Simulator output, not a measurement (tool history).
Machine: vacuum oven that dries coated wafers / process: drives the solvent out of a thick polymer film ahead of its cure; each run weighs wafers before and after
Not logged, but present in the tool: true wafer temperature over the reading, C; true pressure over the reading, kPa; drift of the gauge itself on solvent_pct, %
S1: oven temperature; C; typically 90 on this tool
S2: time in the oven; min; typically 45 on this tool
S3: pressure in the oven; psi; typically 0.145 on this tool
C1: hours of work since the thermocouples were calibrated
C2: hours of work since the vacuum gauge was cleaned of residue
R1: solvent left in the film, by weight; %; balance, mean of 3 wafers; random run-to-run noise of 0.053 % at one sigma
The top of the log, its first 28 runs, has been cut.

run,hour,S1,S2,S3,C1,C2,R1
29,229.2,90,45,0.145,15,386,3.33
30,241.2,87,41,0.331,23,393,5.04
31,248.2,90,45,0.238,28,398,3.6
32,258.6,83,45,0.145,34,405,5.44
# hour 261.5: oven's thermocouples calibrated, once more
33,271.9,93,25,0.106,7,412,4.68
34,278.1,87,71,0.242,11,416,2.74
35,284,89,45,0.122,15,420,3.48
36,289.6,89,45,0.348,18,423,4.12
37,295.5,89,45,0.348,22,427,4.09
38,305.9,88,45,0.145,29,434,3.91
39,315.7,88,45,0.145,35,440,3.97
40,325.4,88,45,0.145,41,446,3.94
41,331.6,88,45,0.145,45,450,3.83
42,338.7,99,23,0.145,50,455,3.39
43,350.4,99,23,0.145,57,462,3.4
44,355.5,104,23,0.29,61,466,2.4
45,363.1,96,32,0.145,65,471,3
46,374.1,90,65,0.145,72,478,2.04

Here are 3 independent what-if runs from the current tool condition. What would each one return?
A,380.3,85,45,0.145,77,482,?
B,380.3,95,25,0.155,77,482,?
C,380.3,82,65,0.096,77,482,?

run,R1
A,4.78
B,4.2
C,4.04
What these runs would have given with no unlogged condition in the tool:
run,R1
A,4.59
B,4.03
C,3.83
